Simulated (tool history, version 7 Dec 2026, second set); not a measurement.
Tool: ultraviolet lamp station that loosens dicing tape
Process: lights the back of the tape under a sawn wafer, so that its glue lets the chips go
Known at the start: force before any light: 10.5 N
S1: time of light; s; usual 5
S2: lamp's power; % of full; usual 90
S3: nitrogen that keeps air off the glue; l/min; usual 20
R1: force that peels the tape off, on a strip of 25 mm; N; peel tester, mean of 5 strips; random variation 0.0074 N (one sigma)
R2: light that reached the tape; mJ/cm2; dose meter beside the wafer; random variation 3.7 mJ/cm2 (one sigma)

run	hour	S1	S2	S3	R1	R2
1	0.0	5	90	20	0.490	477
2	27.2	5	90	20	0.516	473
3	47.5	3	90	20	1.584	282
4	77.5	3	90	20	1.652	279
5	96.4	3	90	20	1.660	276
6	120.3	8	90	20	0.199	728
# hour 123.6: window cleaned of glue's vapour
7	144.8	8	90	20	0.158	877
8	164.6	8	90	20	0.170	864
9	189.9	5	69	20	0.741	408
10	222.4	5	69	20	0.768	407
11	253.4	5	69	20	0.777	396
12	270.4	7	90	20	0.206	722
13	284.2	7	90	20	0.211	722
14	311.9	5	90	20	0.450	504
15	341.6	5	90	20	0.477	493
16	373.9	5	90	20	0.491	490
17	406.2	9	90	20	0.154	864
18	426.3	10	62	24	0.211	656
19	457.7	3	68	14	2.951	212
20	487.9	3	68	14	2.943	208
21	505.5	9	68	28	0.224	625
22	530.2	9	90	6	0.384	817
23	558.6	2	91	14	3.439	181
24	584.1	2	91	14	3.504	182

The next listed run, before its measurement:
25	611.9	5	96	20	?	?

{"run 25": {"R1": 0.544, "R2": 464}}
Without the tool's hidden state the same run would have given R1 0.245 N, R2 663 mJ/cm2.
